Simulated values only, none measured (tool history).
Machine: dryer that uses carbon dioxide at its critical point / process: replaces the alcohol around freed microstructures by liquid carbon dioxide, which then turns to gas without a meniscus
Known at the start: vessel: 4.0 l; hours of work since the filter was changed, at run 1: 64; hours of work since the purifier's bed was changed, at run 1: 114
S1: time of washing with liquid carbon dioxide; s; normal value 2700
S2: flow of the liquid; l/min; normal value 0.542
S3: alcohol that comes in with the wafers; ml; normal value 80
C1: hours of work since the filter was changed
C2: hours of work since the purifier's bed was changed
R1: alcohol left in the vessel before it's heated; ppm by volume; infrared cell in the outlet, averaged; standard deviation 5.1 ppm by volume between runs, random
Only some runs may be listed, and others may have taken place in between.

run	hour	S1	S2	S3	C1	C2	R1
1	0	2700	0.542	80	64	114	103
2	20.7	2700	0.542	80	74	125	128
3	38.9	2700	0.542	22	83	134	54
4	59	2700	0.542	22	94	144	57
5	68.9	2820	0.542	22	99	149	45
6	86.7	2700	0.542	26	108	158	62
7	108.9	2700	0.542	26	119	170	70
8	126.4	2700	0.542	26	128	179	55

Forecast run 9:
9	145	3060	0.405	85	137	188	?

Run 9 yielded R1 264 ppm by volume.
If the tool had no hidden condition, the same run with the same run-to-run variation would have returned R1 186 ppm by volume.
